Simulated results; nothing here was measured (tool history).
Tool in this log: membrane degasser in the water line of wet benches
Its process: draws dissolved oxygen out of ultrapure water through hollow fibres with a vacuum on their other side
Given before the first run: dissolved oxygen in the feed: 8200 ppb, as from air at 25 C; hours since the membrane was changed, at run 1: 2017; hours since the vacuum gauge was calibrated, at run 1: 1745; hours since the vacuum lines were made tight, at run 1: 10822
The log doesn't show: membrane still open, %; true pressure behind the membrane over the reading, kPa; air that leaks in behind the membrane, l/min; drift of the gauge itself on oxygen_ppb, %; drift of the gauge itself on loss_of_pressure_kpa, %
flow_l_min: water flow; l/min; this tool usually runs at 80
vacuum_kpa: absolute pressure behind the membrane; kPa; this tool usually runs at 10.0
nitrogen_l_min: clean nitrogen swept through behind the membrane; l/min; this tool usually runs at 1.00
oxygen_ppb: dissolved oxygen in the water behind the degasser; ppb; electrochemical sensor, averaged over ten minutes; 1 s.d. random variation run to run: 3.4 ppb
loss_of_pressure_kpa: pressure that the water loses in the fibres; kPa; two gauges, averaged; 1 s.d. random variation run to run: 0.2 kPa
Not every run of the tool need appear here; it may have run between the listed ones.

run   hour  flow_l_min  vacuum_kpa  nitrogen_l_min  hours since the membrane was changed  hours since the vacuum gauge was calibrated  hours since the vacuum lines were made tight  oxygen_ppb  loss_of_pressure_kpa
  1    0.0          80        10.0            1.00                                  2017                                         1745                                         10822       869.8                 42.21
  2   41.7          80        10.0            1.00                                  2059                                         1787                                         10863       870.7                 41.87
  3  100.1          80        10.0            1.00                                  2117                                         1845                                         10922       862.6                 41.85
  4  165.6          80        10.0            1.62                                  2182                                         1911                                         10987       627.5                 42.21
  5  202.3          80        10.0            1.62                                  2219                                         1947                                         11024       628.8                 42.37
  6  248.6          80        10.0            1.62                                  2266                                         1994                                         11070       628.6                 41.99
  7  300.3          80        10.0            1.62                                  2317                                         2045                                         11122       629.3                 42.31
  8  343.2          80        10.0            1.00                                  2360                                         2088                                         11165       864.5                 42.38
  9  405.9         114        10.0            1.00                                  2423                                         2151                                         11227      1087.8                 60.58
 10  442.1         102        10.0            1.00                                  2459                                         2187                                         11264      1014.1                 54.20
 11  509.9          78        10.0            1.51                                  2527                                         2255                                         11331       642.6                 41.33
 12  565.7          74        14.7            1.00                                  2583                                         2311                                         11387      1306.7                 39.31
 13  609.2          80        11.7            1.11                                  2626                                         2354                                         11431       987.0                 42.64
 14  670.0          96        11.7            2.49                                  2687                                         2415                                         11492       653.9                 51.08
 15  724.6          49        12.1            0.62                                  2741                                         2470                                         11546      1079.2                 25.68

Below are 3 alternative next runs, each starting from the tool's condition after run 15. Predict each:
  A  778.7          75        14.5            1.60                                  2796                                         2524                                         11600           ?                     ?
  B  778.7          91        11.2            1.56                                  2796                                         2524                                         11600           ?                     ?
  C  778.7         127        15.1            0.62                                  2796                                         2524                                         11600           ?                     ?

run  oxygen_ppb  loss_of_pressure_kpa
  A       951.8                 39.80
  B       827.9                 48.66
  C      2319.3                 67.37
Without the tool's hidden state the same runs would have given:
run  oxygen_ppb  loss_of_pressure_kpa
  A       951.6                 39.33
  B       827.8                 48.09
  C      2319.6                 66.57
